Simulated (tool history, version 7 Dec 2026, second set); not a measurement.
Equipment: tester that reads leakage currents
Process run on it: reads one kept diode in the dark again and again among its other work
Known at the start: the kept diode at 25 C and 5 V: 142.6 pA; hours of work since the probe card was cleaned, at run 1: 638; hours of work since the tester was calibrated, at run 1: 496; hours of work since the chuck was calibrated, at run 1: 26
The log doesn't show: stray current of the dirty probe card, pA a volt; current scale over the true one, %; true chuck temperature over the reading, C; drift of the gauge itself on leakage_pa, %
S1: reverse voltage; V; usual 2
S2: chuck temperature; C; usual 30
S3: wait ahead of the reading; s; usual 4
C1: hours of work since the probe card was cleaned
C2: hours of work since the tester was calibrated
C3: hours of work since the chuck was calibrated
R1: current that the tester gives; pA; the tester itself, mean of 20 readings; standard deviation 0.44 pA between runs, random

Run 1, hour 0: usual settings; C1 638; C2 496; C3 26. Result: R1 149.58 pA.
Run 2, hour 67.7: usual settings; C1 668; C2 526; C3 56. Result: R1 149.18 pA.
Run 3, hour 117.2: usual settings but S1 1.55 V; C1 690; C2 549; C3 78. Result: R1 133.69 pA.
Run 4, hour 167: usual settings but S1 1.55 V; C1 713; C2 571; C3 101. Result: R1 133.66 pA.
Run 5, hour 214.2: usual settings but S2 59 C; C1 734; C2 593; C3 122. Result: R1 1583.8 pA.
Run 6, hour 246.1: usual settings but S2 59 C; C1 749; C2 607; C3 137. Result: R1 1584.55 pA.
Run 7, hour 295.9: usual settings but S2 59 C; C1 771; C2 629; C3 159. Result: R1 1593.31 pA.
Run 8, hour 356.3: usual settings but S2 59 C; C1 798; C2 657; C3 186. Result: R1 1592.58 pA.
Run 9, hour 409.5: usual settings but S1 2.4 V; C1 822; C2 681; C3 210. Result: R1 167.79 pA.
Run 10, hour 441.7: usual settings but S1 2.4 V; C1 837; C2 695; C3 225. Result: R1 168.54 pA.
Run 11, hour 485: usual settings; C1 857; C2 715; C3 244. Result: R1 154.13 pA.
Run 12, hour 522.6: usual settings; C1 874; C2 732; C3 261. Result: R1 154.99 pA.
Run 13, hour 584.7: usual settings; C1 902; C2 760; C3 289. Result: R1 155.3 pA.
Run 14, hour 640.7: usual settings but S2 49 C; C1 927; C2 785; C3 315. Result: R1 759.68 pA.
Run 15, hour 693.4: usual settings but S2 28 C; C1 951; C2 809; C3 339. Result: R1 130.86 pA.
Run 16, hour 726.7: usual settings but S2 58 C; C1 966; C2 824; C3 354. Result: R1 1506.49 pA.
Run 17, hour 762.8: usual settings but S2 58 C; C1 982; C2 840; C3 370. Result: R1 1512.22 pA.
Run 18, hour 801.5: usual settings; C1 999; C2 858; C3 387. Result: R1 157.53 pA.
Run 19, hour 832.8: usual settings but S2 32 C; C1 1014; C2 872; C3 401. Result: R1 188.12 pA.
Run 20, hour 878.5: usual settings but S2 21 C; C1 1034; C2 892; C3 422. Result: R1 70.93 pA.
Run 21, hour 946.5: usual settings but S2 24 C, S3 2.58 s; C1 1065; C2 923; C3 453. Result: R1 93.63 pA.
Run 22, hour 1007.1: usual settings but S2 24 C, S3 2.58 s; C1 1092; C2 950; C3 480. Result: R1 94.31 pA.
Run 23, hour 1054.3: usual settings but S2 53 C, S3 6.92 s; C1 1114; C2 972; C3 501. Result: R1 1055.02 pA.
Run 24, hour 1105.1: usual settings but S2 53 C, S3 6.92 s; C1 1136; C2 995; C3 524. Result: R1 1055.02 pA.
Run 25, hour 1138.8: usual settings but S1 7.48 V, S2 48 C; C1 1152; C2 1010; C3 540. Result: R1 1327.63 pA.
Run 26, hour 1175: usual settings but S1 1.45 V, S2 31 C, S3 2.09 s; C1 1168; C2 1026; C3 556. Result: R1 152 pA.
Run 27, hour 1231.4: usual settings but S1 1.45 V, S2 21 C, S3 5.84 s; C1 1193; C2 1052; C3 581. Result: R1 62.34 pA.
Run 28, hour 1296: usual settings but S1 13.12 V, S2 24 C; C1 1223; C2 1081; C3 611. Result: R1 238.98 pA.
Run 29, hour 1351.3: usual settings but S1 13.12 V, S2 24 C; C1 1248; C2 1106; C3 636. Result: R1 241.65 pA.
Run 30, hour 1400: usual settings but S1 13.12 V, S2 24 C; C1 1270; C2 1128; C3 658. Result: R1 240.78 pA.
Run 31, hour 1444: usual settings but S1 13.12 V, S2 27 C, S3 8.32 s; C1 1289; C2 1148; C3 677. Result: R1 313.52 pA.
Run 32, hour 1505.7: usual settings but S1 1.04 V, S2 52 C, S3 3 s; C1 1317; C2 1175; C3 705. Result: R1 739.96 pA.
Run 33, hour 1551.3: usual settings but S1 1.04 V, S2 52 C, S3 3 s; C1 1338; C2 1196; C3 726. Result: R1 747.62 pA.
Run 34, hour 1606.1: usual settings but S1 10.63 V, S2 52 C, S3 0.32 s; C1 1363; C2 1221; C3 751. Result: R1 2218.77 pA.
Run 35, hour 1656.9: usual settings but S1 14.26 V, S2 27 C, S3 0.92 s; C1 1386; C2 1244; C3 773. Result: R1 335.62 pA.
At hour 1698.4: chuck's temperature calibrated.
Run 36, hour 1722.7: usual settings but S1 14.26 V, S2 27 C, S3 0.92 s; C1 1414; C2 1273; C3 11. Result: R1 297.69 pA.
Run 37, hour 1788.7: usual settings but S1 4.3 V, S2 27 C, S3 0.92 s; C1 1444; C2 1302; C3 41. Result: R1 165.81 pA.
Run 38, hour 1821.7: usual settings but S1 14.7 V, S2 46 C; C1 1459; C2 1317; C3 56. Result: R1 1453.86 pA.
Run 39, hour 1849.9: usual settings but S2 56 C, S3 5.22 s; C1 1472; C2 1330; C3 68. Result: R1 1245.38 pA.

For some of the steps in R1 from one run to the next: how much would appear even if the tool had no hidden state, given the settings, what came in and random variation, and how much remains for the hidden state plus any gauge scatter that the measured result and the result without hidden state don't share?
Run 4 -> 5: S1 1.55 -> 2, S2 30 -> 59. R1 +1450.14 pA: hidden state +30.04, all else +1420.1.
Run 25 -> 26: S1 7.48 -> 1.45, S2 48 -> 31, S3 4 -> 2.09. R1 -1175.63 pA: hidden state -89.4, all else -1086.23.
Run 33 -> 34: S1 1.04 -> 10.63, S3 3 -> 0.32. R1 +1471.15 pA: hidden state +151.83, all else +1319.32.
Run 34 -> 35: S1 10.63 -> 14.26, S2 52 -> 27, S3 0.32 -> 0.92. R1 -1883.15 pA: hidden state -168.82, all else -1714.33.
